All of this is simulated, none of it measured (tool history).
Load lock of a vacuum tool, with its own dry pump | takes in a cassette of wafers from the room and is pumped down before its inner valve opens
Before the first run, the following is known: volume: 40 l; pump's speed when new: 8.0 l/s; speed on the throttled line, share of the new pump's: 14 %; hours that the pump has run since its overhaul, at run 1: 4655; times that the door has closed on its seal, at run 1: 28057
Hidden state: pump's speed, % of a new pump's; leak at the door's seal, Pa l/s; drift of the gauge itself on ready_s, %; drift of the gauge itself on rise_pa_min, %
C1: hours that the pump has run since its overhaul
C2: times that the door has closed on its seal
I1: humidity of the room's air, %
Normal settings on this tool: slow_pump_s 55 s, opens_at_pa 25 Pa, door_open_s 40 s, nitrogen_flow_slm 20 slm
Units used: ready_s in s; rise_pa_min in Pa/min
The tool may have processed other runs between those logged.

Run 1, hour 0.0: usual settings; C1 4655; C2 28057; I1 44.9. Result: ready_s 91.9 s, rise_pa_min 0.075 Pa/min.
Run 2, hour 307.9: usual settings; C1 4963; C2 28708; I1 46.7. Result: ready_s 92.4 s, rise_pa_min 0.074 Pa/min.
Run 3, hour 709.2: usual settings; C1 5365; C2 29558; I1 44.4. Result: ready_s 94.2 s, rise_pa_min 0.077 Pa/min.
Run 4, hour 1067.0: usual settings; C1 5722; C2 30315; I1 43.7. Result: ready_s 93.7 s, rise_pa_min 0.076 Pa/min.
Run 5, hour 1454.2: usual settings; C1 6110; C2 31135; I1 48.5. Result: ready_s 94.2 s, rise_pa_min 0.082 Pa/min.
Run 6, hour 1767.7: usual settings; C1 6423; C2 31798; I1 42.6. Result: ready_s 95.0 s, rise_pa_min 0.081 Pa/min.
Run 7, hour 2050.0: usual settings; C1 6706; C2 32396; I1 45.6. Result: ready_s 95.5 s, rise_pa_min 0.078 Pa/min.
Run 8, hour 2291.3: usual settings; C1 6947; C2 32907; I1 47.3. Result: ready_s 94.0 s, rise_pa_min 0.084 Pa/min.
Run 9, hour 2516.0: usual settings but door_open_s 59 s, nitrogen_flow_slm 15 slm; C1 7171; C2 33382; I1 44.5. Result: ready_s 94.9 s, rise_pa_min 0.092 Pa/min.
Run 10, hour 2737.5: usual settings but opens_at_pa 22 Pa, door_open_s 38 s, nitrogen_flow_slm 15 slm; C1 7393; C2 33851; I1 44.6. Result: ready_s 96.7 s, rise_pa_min 0.085 Pa/min.

What will run 11 give?
Run 11, hour 3054.6: usual settings but slow_pump_s 33 s, opens_at_pa 19 Pa, door_open_s 38 s, nitrogen_flow_slm 15 slm; C1 7710; C2 34522; I1 45.4. Result: ready_s ?, rise_pa_min ?.

ready_s: 78.8 s
rise_pa_min: 0.090 Pa/min
With no hidden state in the tool, this same run would have given ready_s 71.6 s, rise_pa_min 0.044 Pa/min.
